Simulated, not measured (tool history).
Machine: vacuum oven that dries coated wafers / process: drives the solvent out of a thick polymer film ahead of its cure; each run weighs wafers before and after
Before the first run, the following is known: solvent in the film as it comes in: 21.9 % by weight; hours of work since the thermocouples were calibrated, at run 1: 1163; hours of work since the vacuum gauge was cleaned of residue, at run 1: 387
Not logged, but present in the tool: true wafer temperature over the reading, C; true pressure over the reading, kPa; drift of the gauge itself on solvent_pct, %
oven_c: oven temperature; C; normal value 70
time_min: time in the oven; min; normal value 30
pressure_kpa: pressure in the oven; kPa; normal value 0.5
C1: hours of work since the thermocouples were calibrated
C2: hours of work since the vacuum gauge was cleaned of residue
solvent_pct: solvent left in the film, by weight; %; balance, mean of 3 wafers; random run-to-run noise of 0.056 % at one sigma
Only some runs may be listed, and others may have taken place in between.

run 1 hour=0 | oven_c=70 time_min=30 pressure_kpa=0.5 | C1=1163 C2=387 | solvent_pct=3.09
run 2 hour=16.8 | oven_c=70 time_min=30 pressure_kpa=0.5 | C1=1176 C2=399 | solvent_pct=3.04
run 3 hour=24.6 | oven_c=70 time_min=30 pressure_kpa=0.5 | C1=1181 C2=405 | solvent_pct=3.16
run 4 hour=38 | oven_c=64 time_min=30 pressure_kpa=0.5 | C1=1191 C2=415 | solvent_pct=5.97
run 5 hour=46.9 | oven_c=64 time_min=30 pressure_kpa=0.5 | C1=1198 C2=422 | solvent_pct=5.91
run 6 hour=61 | oven_c=64 time_min=30 pressure_kpa=0.5 | C1=1208 C2=432 | solvent_pct=6.17
run 7 hour=74.8 | oven_c=64 time_min=30 pressure_kpa=0.5 | C1=1218 C2=442 | solvent_pct=5.95
run 8 hour=85.4 | oven_c=64 time_min=30 pressure_kpa=0.5 | C1=1226 C2=450 | solvent_pct=6.01
run 9 hour=100.4 | oven_c=70 time_min=30 pressure_kpa=0.409 | C1=1237 C2=461 | solvent_pct=3.23
run 10 hour=112.2 | oven_c=70 time_min=30 pressure_kpa=0.5 | C1=1246 C2=470 | solvent_pct=3.23
run 11 hour=130.8 | oven_c=70 time_min=30 pressure_kpa=0.5 | C1=1260 C2=484 | solvent_pct=3.11
run 12 hour=148.6 | oven_c=70 time_min=37 pressure_kpa=0.5 | C1=1273 C2=497 | solvent_pct=2.26
run 13 hour=158.1 | oven_c=70 time_min=37 pressure_kpa=0.5 | C1=1280 C2=504 | solvent_pct=2.28
run 14 hour=173.3 | oven_c=70 time_min=37 pressure_kpa=0.5 | C1=1291 C2=515 | solvent_pct=2.22
-- hour=176.1 oven's thermocouples calibrated
run 15 hour=183.2 | oven_c=70 time_min=30 pressure_kpa=0.5 | C1=5 C2=521 | solvent_pct=3.4
run 16 hour=191.8 | oven_c=67 time_min=30 pressure_kpa=0.5 | C1=12 C2=527 | solvent_pct=4.86
run 17 hour=201.9 | oven_c=67 time_min=30 pressure_kpa=0.5 | C1=19 C2=534 | solvent_pct=4.78
run 18 hour=209.5 | oven_c=70 time_min=30 pressure_kpa=0.5 | C1=25 C2=540 | solvent_pct=3.48
run 19 hour=221 | oven_c=70 time_min=30 pressure_kpa=0.5 | C1=33 C2=549 | solvent_pct=3.4
run 20 hour=235.2 | oven_c=70 time_min=30 pressure_kpa=0.5 | C1=44 C2=559 | solvent_pct=3.32
run 21 hour=253.9 | oven_c=70 time_min=30 pressure_kpa=0.5 | C1=57 C2=573 | solvent_pct=3.43
run 22 hour=272.5 | oven_c=70 time_min=30 pressure_kpa=0.5 | C1=71 C2=587 | solvent_pct=3.41
-- hour=282.5 oven's thermocouples calibrated, once more
run 23 hour=291.7 | oven_c=70 time_min=30 pressure_kpa=1.579 | C1=7 C2=599 | solvent_pct=3.24
run 24 hour=306.5 | oven_c=70 time_min=30 pressure_kpa=1.579 | C1=18 C2=610 | solvent_pct=3.11
run 25 hour=324.5 | oven_c=70 time_min=46 pressure_kpa=1.579 | C1=31 C2=623 | solvent_pct=1.66
run 26 hour=336.3 | oven_c=70 time_min=46 pressure_kpa=1.579 | C1=40 C2=632 | solvent_pct=1.6
run 27 hour=348 | oven_c=70 time_min=46 pressure_kpa=1.579 | C1=48 C2=641 | solvent_pct=1.64
run 28 hour=357.8 | oven_c=70 time_min=46 pressure_kpa=1.579 | C1=55 C2=648 | solvent_pct=1.61
run 29 hour=372 | oven_c=70 time_min=46 pressure_kpa=0.571 | C1=66 C2=658 | solvent_pct=1.16
run 30 hour=387.7 | oven_c=84 time_min=30 pressure_kpa=0.5 | C1=78 C2=670 | solvent_pct=0.27
run 31 hour=402.1 | oven_c=84 time_min=30 pressure_kpa=0.5 | C1=88 C2=681 | solvent_pct=0.25
run 32 hour=420 | oven_c=70 time_min=30 pressure_kpa=0.658 | C1=101 C2=694 | solvent_pct=2.74
run 33 hour=438.5 | oven_c=78 time_min=40 pressure_kpa=0.284 | C1=115 C2=707 | solvent_pct=0.34
run 34 hour=453.7 | oven_c=78 time_min=40 pressure_kpa=0.284 | C1=126 C2=719 | solvent_pct=0.25
run 35 hour=471.4 | oven_c=68 time_min=30 pressure_kpa=0.5 | C1=139 C2=732 | solvent_pct=3.41
run 36 hour=479.6 | oven_c=77 time_min=17 pressure_kpa=0.5 | C1=145 C2=738 | solvent_pct=2.76
run 37 hour=487.6 | oven_c=67 time_min=15 pressure_kpa=0.296 | C1=151 C2=744 | solvent_pct=8.05
run 38 hour=495.5 | oven_c=84 time_min=33 pressure_kpa=0.94 | C1=157 C2=750 | solvent_pct=0.4
run 39 hour=507.7 | oven_c=70 time_min=28 pressure_kpa=1.956 | C1=166 C2=758 | solvent_pct=3.73
run 40 hour=516.1 | oven_c=68 time_min=30 pressure_kpa=1.053 | C1=172 C2=765 | solvent_pct=3.77
run 41 hour=533.5 | oven_c=55 time_min=49 pressure_kpa=0.807 | C1=185 C2=778 | solvent_pct=7.34
run 42 hour=550 | oven_c=73 time_min=49 pressure_kpa=0.394 | C1=197 C2=790 | solvent_pct=0.42
run 43 hour=560.3 | oven_c=79 time_min=30 pressure_kpa=0.585 | C1=205 C2=797 | solvent_pct=0.63
run 44 hour=577.3 | oven_c=84 time_min=30 pressure_kpa=0.904 | C1=217 C2=810 | solvent_pct=0.42
run 45 hour=593.2 | oven_c=84 time_min=30 pressure_kpa=0.904 | C1=229 C2=822 | solvent_pct=0.43
run 46 hour=609.5 | oven_c=70 time_min=30 pressure_kpa=0.338 | C1=241 C2=834 | solvent_pct=2.66

A few steps of solvent_pct between consecutive runs. Split each: what settings, incoming material and random variation would produce without the hidden state, and what is left over for the hidden state, along with gauge scatter present in only one of the two compared results (measured, and without hidden state):
Run 8 -> 9: oven_c 64 -> 70, pressure_kpa 0.5 -> 0.409. solvent_pct -2.78 %: hidden state -0.19, all else -2.59.
Run 14 -> 15: time_min 37 -> 30, oven's thermocouples calibrated. solvent_pct +1.18 %: hidden state +0.34, all else +0.84.
Run 22 -> 23: pressure_kpa 0.5 -> 1.579, oven's thermocouples calibrated, once more. solvent_pct -0.17 %: hidden state -0.86, all else +0.69.
Run 36 -> 37: oven_c 77 -> 67, time_min 17 -> 15, pressure_kpa 0.5 -> 0.296. solvent_pct +5.29 %: hidden state +0.02, all else +5.27.
Run 37 -> 38: oven_c 67 -> 84, time_min 15 -> 33, pressure_kpa 0.296 -> 0.94. solvent_pct -7.65 %: hidden state -0.07, all else -7.58.
Run 41 -> 42: oven_c 55 -> 73, pressure_kpa 0.807 -> 0.394. solvent_pct -6.92 %: hidden state -0.11, all else -6.81.

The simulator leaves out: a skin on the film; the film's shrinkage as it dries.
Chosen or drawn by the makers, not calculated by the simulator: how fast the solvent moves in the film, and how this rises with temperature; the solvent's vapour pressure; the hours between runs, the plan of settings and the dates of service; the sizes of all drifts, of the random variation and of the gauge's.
